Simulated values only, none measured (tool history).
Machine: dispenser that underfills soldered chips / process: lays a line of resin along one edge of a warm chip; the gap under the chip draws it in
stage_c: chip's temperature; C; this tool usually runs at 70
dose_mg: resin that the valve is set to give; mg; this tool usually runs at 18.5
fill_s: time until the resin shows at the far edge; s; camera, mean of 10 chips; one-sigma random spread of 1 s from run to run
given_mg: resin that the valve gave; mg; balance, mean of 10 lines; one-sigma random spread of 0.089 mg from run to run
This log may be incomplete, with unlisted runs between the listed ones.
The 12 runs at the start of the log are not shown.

| run | hour | stage_c | dose_mg | hours of work since the syringe was changed | hours of work since the valve was cleaned | hours of work since the stage was calibrated | fill_s | given_mg |
|---|---|---|---|---|---|---|---|---|
|  | 145.0 | new syringe of resin |
| 13 | 154.2 | 70 | 18.5 | 7 | 33 | 309 | 128.4 | 17.96 |
|  | 162.1 | new syringe of resin |
| 14 | 168.8 | 70 | 20.5 | 5 | 43 | 319 | 113.0 | 19.65 |
|  | 179.3 | new syringe of resin |
| 15 | 180.4 | 70 | 20.5 | 1 | 51 | 327 | 104.5 | 19.68 |
| 16 | 192.1 | 70 | 18.5 | 9 | 59 | 335 | 141.4 | 17.54 |
|  | 195.8 | new syringe of resin |
| 17 | 202.6 | 70 | 18.5 | 5 | 67 | 342 | 121.6 | 17.43 |
|  | 212.3 | new syringe of resin |
| 18 | 217.6 | 70 | 18.5 | 4 | 77 | 353 | 118.5 | 17.25 |
|  | 229.1 | new syringe of resin |
| 19 | 231.5 | 70 | 18.5 | 2 | 87 | 363 | 109.9 | 17.23 |
| 20 | 242.5 | 65 | 17.4 | 9 | 94 | 370 | 187.2 | 15.86 |
|  | 245.8 | new syringe of resin |
|  | 249.1 | stage's temperature calibrated |
| 21 | 257.4 | 65 | 17.4 | 8 | 104 | 6 | 169.1 | 15.75 |
|  | 264.2 | new syringe of resin |
| 22 | 268.7 | 70 | 22.7 | 3 | 112 | 14 | 106.0 | 20.39 |
| 23 | 278.3 | 56 | 16.2 | 10 | 119 | 20 | 310.0 | 14.65 |
|  | 280.9 | new syringe of resin |
| 24 | 285.5 | 56 | 16.2 | 3 | 123 | 25 | 243.4 | 14.52 |
|  | 294.5 | dispensing valve cleaned and set on the balance |
|  | 298.4 | new syringe of resin |
| 25 | 299.8 | 58 | 21.2 | 1 | 4 | 35 | 183.0 | 21.02 |
| 26 | 307.0 | 70 | 19.7 | 6 | 9 | 40 | 115.0 | 19.52 |
|  | 315.6 | new syringe of resin |
| 27 | 321.1 | 83 | 24.0 | 4 | 18 | 49 | 57.0 | 23.60 |
|  | 332.7 | new syringe of resin |
| 28 | 332.7 | 57 | 18.7 | 0 | 26 | 57 | 190.7 | 18.40 |
| 29 | 344.2 | 57 | 17.4 | 8 | 34 | 65 | 260.3 | 16.89 |
|  | 349.2 | new syringe of resin |
| 30 | 357.4 | 75 | 16.6 | 6 | 44 | 75 | 97.5 | 16.13 |
| 31 | 363.9 | 76 | 18.5 | 10 | 48 | 79 | 101.6 | 17.78 |
|  | 366.3 | new syringe of resin |
| 32 | 373.6 | 74 | 23.3 | 5 | 55 | 86 | 94.7 | 22.29 |
|  | 383.4 | new syringe of resin |
| 33 | 389.1 | 55 | 18.0 | 4 | 66 | 97 | 253.3 | 17.04 |
| 34 | 398.6 | 62 | 17.8 | 11 | 72 | 103 | 216.3 | 16.77 |

Below are 4 alternative next runs, each starting from the tool's condition after run 34. Predict each:
|  | 399.9 | new syringe of resin |
| A | 409.0 | 65 | 17.5 | 6 | 80 | 111 | ? | ? |
|  | 399.9 | new syringe of resin |
| B | 409.0 | 62 | 16.7 | 6 | 80 | 111 | ? | ? |
|  | 399.9 | new syringe of resin |
| C | 409.0 | 56 | 18.5 | 6 | 80 | 111 | ? | ? |
|  | 399.9 | new syringe of resin |
| D | 409.0 | 71 | 17.8 | 6 | 80 | 111 | ? | ? |

| run | fill_s | given_mg |
|---|---|---|
| A | 163.6 | 16.34 |
| B | 191.5 | 15.50 |
| C | 257.9 | 17.22 |
| D | 119.0 | 16.58 |
What these runs would have given with no unlogged condition in the tool:
| run | fill_s | given_mg |
|---|---|---|
| A | 126.1 | 17.52 |
| B | 146.9 | 16.63 |
| C | 199.4 | 18.46 |
| D | 91.9 | 17.78 |
